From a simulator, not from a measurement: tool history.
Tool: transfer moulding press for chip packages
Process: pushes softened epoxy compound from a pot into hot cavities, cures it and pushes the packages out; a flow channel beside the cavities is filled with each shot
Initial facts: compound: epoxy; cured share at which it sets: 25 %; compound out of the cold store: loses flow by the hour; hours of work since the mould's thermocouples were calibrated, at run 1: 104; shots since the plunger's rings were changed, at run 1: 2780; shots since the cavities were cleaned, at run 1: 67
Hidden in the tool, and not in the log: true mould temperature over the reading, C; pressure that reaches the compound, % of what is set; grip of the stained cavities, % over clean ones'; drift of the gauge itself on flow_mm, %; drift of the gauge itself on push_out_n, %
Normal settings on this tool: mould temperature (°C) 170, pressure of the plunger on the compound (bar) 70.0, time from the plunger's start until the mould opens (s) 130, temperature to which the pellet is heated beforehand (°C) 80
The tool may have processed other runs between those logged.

| run | hour | mould temperature (°C) | pressure of the plunger on the compound (bar) | time from the plunger's start until the mould opens (s) | temperature to which the pellet is heated beforehand (°C) | hours of work since the mould's thermocouples were calibrated | shots since the plunger's rings were changed | shots since the cavities were cleaned | incoming compound's hours out of the cold store | length that the compound runs in the flow channel (mm) | greatest force on the pins that push the packages out (N) |
|---|---|---|---|---|---|---|---|---|---|---|---|
| 1 | 0.0 | 170 | 70.0 | 130 | 80 | 104 | 2780 | 67 | 47.1 | 883 | 614 |
| 2 | 25.8 | 165 | 70.0 | 130 | 80 | 115 | 2923 | 210 | 22.9 | 990 | 1090 |
| 3 | 48.8 | 165 | 70.0 | 130 | 80 | 124 | 3051 | 338 | 23.5 | 982 | 1242 |
| 4 | 72.9 | 170 | 61.7 | 130 | 80 | 134 | 3184 | 471 | 47.4 | 830 | 926 |
| 5 | 110.5 | 174 | 70.0 | 130 | 80 | 149 | 3393 | 680 | 16.1 | 978 | 859 |
|  | 130.1 | cavities cleaned with cleaning compound and waxed |
| 6 | 132.4 | 170 | 70.0 | 121 | 80 | 158 | 3506 | 13 | 42.3 | 891 | 589 |
| 7 | 156.7 | 170 | 70.0 | 121 | 80 | 168 | 3640 | 147 | 44.3 | 888 | 740 |
|  | 169.9 | plunger's sealing rings changed |
| 8 | 182.3 | 170 | 70.0 | 121 | 80 | 177 | 68 | 275 | 45.5 | 909 | 886 |
| 9 | 203.7 | 170 | 70.0 | 130 | 80 | 186 | 187 | 394 | 33.3 | 956 | 899 |
| 10 | 231.6 | 170 | 70.0 | 130 | 80 | 197 | 342 | 549 | 11.4 | 1033 | 982 |
|  | 274.1 | cavities cleaned with cleaning compound and waxed |
| 11 | 274.1 | 170 | 70.0 | 130 | 80 | 214 | 569 | 0 | 27.5 | 973 | 534 |
| 12 | 320.4 | 164 | 70.0 | 130 | 80 | 232 | 826 | 257 | 35.2 | 967 | 1265 |
| 13 | 342.1 | 170 | 70.0 | 127 | 80 | 241 | 946 | 377 | 47.3 | 897 | 931 |
| 14 | 363.3 | 170 | 70.0 | 127 | 80 | 250 | 1063 | 494 | 21.1 | 992 | 974 |
| 15 | 385.1 | 170 | 78.0 | 130 | 82 | 259 | 1184 | 615 | 38.5 | 976 | 985 |
|  | 417.1 | cavities cleaned with cleaning compound and waxed |
| 16 | 421.7 | 170 | 85.8 | 140 | 80 | 273 | 1379 | 26 | 22.4 | 1091 | 537 |
| 17 | 459.9 | 175 | 85.8 | 111 | 80 | 289 | 1591 | 238 | 14.5 | 1098 | 836 |
| 18 | 482.2 | 175 | 60.7 | 134 | 72 | 298 | 1714 | 361 | 27.0 | 879 | 764 |
|  | 509.1 | mould's thermocouples calibrated |
| 19 | 525.7 | 166 | 70.0 | 130 | 84 | 7 | 1944 | 591 | 32.2 | 953 | 1193 |
| 20 | 547.0 | 166 | 70.0 | 130 | 84 | 15 | 2062 | 709 | 30.7 | 962 | 1254 |

Expected results for the next run?
|  | 561.0 | cavities cleaned with cleaning compound and waxed |
| 21 | 570.7 | 166 | 70.0 | 123 | 84 | 24 | 2185 | 54 | 47.8 | ? | ? |

{"run 21": {"length that the compound runs in the flow channel (mm)": 903, "greatest force on the pins that push the packages out (N)": 786}}
On a tool with no hidden condition, and with the same random variation, this run would have come out at length that the compound runs in the flow channel (mm) 921, greatest force on the pins that push the packages out (N) 672.

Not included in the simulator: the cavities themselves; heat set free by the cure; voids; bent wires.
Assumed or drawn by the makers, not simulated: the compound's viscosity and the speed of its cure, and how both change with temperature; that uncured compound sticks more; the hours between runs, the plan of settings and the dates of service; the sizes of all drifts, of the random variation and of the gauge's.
